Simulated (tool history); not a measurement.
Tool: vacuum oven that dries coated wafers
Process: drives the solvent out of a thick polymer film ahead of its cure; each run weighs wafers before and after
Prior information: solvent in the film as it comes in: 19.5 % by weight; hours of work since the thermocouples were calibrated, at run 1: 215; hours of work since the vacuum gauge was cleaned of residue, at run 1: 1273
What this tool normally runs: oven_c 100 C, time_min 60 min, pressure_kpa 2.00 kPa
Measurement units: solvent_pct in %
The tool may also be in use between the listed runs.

| run | hour | oven_c | time_min | pressure_kpa | hours of work since the thermocouples were calibrated | hours of work since the vacuum gauge was cleaned of residue | solvent_pct |
|---|---|---|---|---|---|---|---|
| 1 | 0.0 | 100 | 60 | 2.00 | 215 | 1273 | 4.95 |
| 2 | 38.5 | 100 | 64 | 2.00 | 240 | 1298 | 4.63 |
| 3 | 84.9 | 100 | 65 | 2.00 | 271 | 1329 | 4.56 |
| 4 | 115.0 | 100 | 60 | 2.00 | 291 | 1349 | 4.93 |
| 5 | 165.1 | 100 | 60 | 3.57 | 324 | 1382 | 5.50 |
| 6 | 221.4 | 100 | 60 | 3.57 | 362 | 1420 | 5.47 |
| 7 | 252.5 | 100 | 60 | 3.57 | 382 | 1440 | 5.51 |
| 8 | 318.4 | 100 | 68 | 3.57 | 426 | 1484 | 4.90 |
| 9 | 375.7 | 110 | 60 | 2.00 | 464 | 1522 | 2.89 |
| 10 | 429.1 | 110 | 60 | 2.00 | 500 | 1558 | 2.93 |
| 11 | 492.7 | 100 | 60 | 1.13 | 542 | 1600 | 4.76 |
| 12 | 536.5 | 100 | 60 | 2.00 | 571 | 1629 | 5.08 |
| 13 | 580.9 | 100 | 60 | 2.00 | 600 | 1658 | 5.05 |
| 14 | 641.0 | 100 | 60 | 2.00 | 640 | 1698 | 5.01 |
| 15 | 696.0 | 100 | 60 | 2.00 | 677 | 1735 | 5.04 |
| 16 | 724.1 | 100 | 60 | 2.00 | 695 | 1753 | 5.08 |
| 17 | 768.0 | 100 | 60 | 2.00 | 725 | 1782 | 5.09 |
| 18 | 815.4 | 100 | 60 | 2.00 | 756 | 1814 | 5.11 |
| 19 | 854.0 | 100 | 30 | 2.00 | 782 | 1840 | 8.89 |
| 20 | 908.8 | 107 | 58 | 2.00 | 818 | 1876 | 3.68 |
| 21 | 959.2 | 107 | 58 | 3.63 | 851 | 1909 | 4.19 |
| 22 | 1007.9 | 100 | 60 | 1.41 | 884 | 1942 | 4.92 |
| 23 | 1067.6 | 100 | 60 | 1.41 | 923 | 1981 | 4.93 |
| 24 | 1114.8 | 100 | 60 | 1.41 | 955 | 2013 | 4.98 |
| 25 | 1147.0 | 107 | 85 | 5.84 | 976 | 2034 | 3.38 |
| 26 | 1213.2 | 107 | 85 | 5.84 | 1020 | 2078 | 3.40 |
| 27 | 1259.6 | 109 | 56 | 3.27 | 1051 | 2109 | 3.89 |
| 28 | 1299.9 | 109 | 56 | 3.27 | 1078 | 2136 | 3.88 |
| 29 | 1362.6 | 100 | 41 | 5.17 | 1119 | 2177 | 8.22 |
| 30 | 1410.4 | 101 | 68 | 2.68 | 1151 | 2209 | 4.55 |
| 31 | 1475.7 | 111 | 44 | 2.00 | 1194 | 2252 | 4.33 |
| 32 | 1516.9 | 100 | 45 | 2.00 | 1222 | 2280 | 6.79 |
| 33 | 1557.3 | 100 | 45 | 2.00 | 1248 | 2306 | 6.79 |
| 34 | 1607.0 | 100 | 45 | 2.00 | 1281 | 2339 | 6.82 |

Here are 4 independent what-if runs from the current tool condition. What would each one return?
| A | 1660.9 | 111 | 60 | 2.00 | 1317 | 2375 | ? |
| B | 1660.9 | 92 | 69 | 4.70 | 1317 | 2375 | ? |
| C | 1660.9 | 108 | 60 | 6.87 | 1317 | 2375 | ? |
| D | 1660.9 | 94 | 38 | 1.10 | 1317 | 2375 | ? |

| run | solvent_pct |
|---|---|
| A | 2.88 |
| B | 7.61 |
| C | 4.84 |
| D | 8.86 |
What these runs would have given with no unlogged condition in the tool:
| run | solvent_pct |
|---|---|
| A | 2.68 |
| B | 7.29 |
| C | 4.60 |
| D | 8.61 |

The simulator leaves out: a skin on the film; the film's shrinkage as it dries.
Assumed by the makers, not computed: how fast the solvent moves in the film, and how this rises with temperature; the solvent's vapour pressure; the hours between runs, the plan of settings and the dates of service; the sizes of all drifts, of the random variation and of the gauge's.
